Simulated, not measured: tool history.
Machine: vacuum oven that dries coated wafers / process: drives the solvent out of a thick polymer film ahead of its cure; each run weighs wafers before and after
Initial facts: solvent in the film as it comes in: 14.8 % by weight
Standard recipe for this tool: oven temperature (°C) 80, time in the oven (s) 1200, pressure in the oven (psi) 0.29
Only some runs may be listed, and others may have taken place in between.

| run | hour | oven temperature (°C) | time in the oven (s) | pressure in the oven (psi) | solvent left in the film (%) |
|---|---|---|---|---|---|
| 1 | 0 | 80 | 1200 | 0.29 | 3.55 |
| 2 | 25.5 | 80 | 1200 | 0.29 | 3.58 |
| 3 | 66.7 | 80 | 1200 | 0.29 | 3.51 |
| 4 | 102.5 | 80 | 1200 | 0.29 | 3.51 |
| 5 | 136.6 | 80 | 1200 | 0.29 | 3.52 |
| 6 | 179.1 | 80 | 1200 | 0.29 | 3.54 |
| 7 | 234.5 | 80 | 1200 | 0.29 | 3.49 |
| 8 | 286.4 | 80 | 1200 | 0.29 | 3.51 |
| 9 | 337.5 | 74 | 1200 | 0.29 | 5.13 |
| 10 | 377.5 | 74 | 780 | 0.29 | 6.68 |
| 11 | 411.8 | 91 | 1200 | 0.29 | 1.42 |
| 12 | 438.7 | 80 | 1680 | 0.29 | 2.34 |
| 13 | 480.8 | 80 | 1680 | 0.29 | 2.42 |
| 14 | 530.5 | 80 | 1680 | 0.29 | 2.36 |
| 15 | 587 | 80 | 1680 | 0.29 | 2.39 |
| 16 | 621 | 80 | 1680 | 0.29 | 2.23 |
| 17 | 670.7 | 80 | 1680 | 0.29 | 2.35 |
| 18 | 697.5 | 80 | 1200 | 0.928 | 5.1 |
| 19 | 724.1 | 80 | 1200 | 0.928 | 5.09 |
| 20 | 750.6 | 80 | 1200 | 0.928 | 5.13 |
| 21 | 802.7 | 80 | 1200 | 0.928 | 5.18 |
| 22 | 849.1 | 80 | 1200 | 0.928 | 5.02 |
| 23 | 884.1 | 80 | 1200 | 0.928 | 5.18 |
| 24 | 916.9 | 84 | 1200 | 0.928 | 4.01 |
| 25 | 968.6 | 84 | 660 | 0.928 | 5.99 |
| 26 | 1015.1 | 84 | 660 | 0.928 | 5.98 |
| 27 | 1050.9 | 80 | 1200 | 0.525 | 3.98 |
| 28 | 1104.8 | 94 | 1680 | 0.174 | 0.54 |
| 29 | 1146.5 | 94 | 1680 | 0.174 | 0.51 |
| 30 | 1197.8 | 89 | 660 | 0.393 | 3.67 |
| 31 | 1225.1 | 65 | 1380 | 0.186 | 6.37 |
|  | 1231.4 | oven's thermocouples calibrated |
| 32 | 1279.5 | 65 | 1380 | 0.186 | 7.27 |
| 33 | 1326.2 | 80 | 2040 | 0.432 | 2.73 |
| 34 | 1385.1 | 74 | 1740 | 0.209 | 3.85 |
| 35 | 1442.8 | 76 | 1320 | 0.976 | 6.92 |
| 36 | 1478.5 | 69 | 1200 | 0.183 | 6.64 |
| 37 | 1531.5 | 69 | 1200 | 0.183 | 6.57 |
| 38 | 1565.3 | 80 | 1560 | 0.647 | 4.19 |
| 39 | 1612.3 | 73 | 1740 | 0.29 | 4.38 |
| 40 | 1655.5 | 69 | 1740 | 0.731 | 7.27 |
|  | 1671.6 | vacuum gauge cleaned of residue and calibrated |
| 41 | 1698.8 | 69 | 1320 | 0.322 | 6.37 |
| 42 | 1757.9 | 66 | 900 | 0.886 | 10.21 |

Run 43 comes next. What will it give?
| 43 | 1792.2 | 93 | 1860 | 0.949 | ? |

{"run 43": {"solvent left in the film (%)": 2.12}}
With the hidden condition absent and the run-to-run variation left alone, this run would have shown solvent left in the film (%) 2.19.
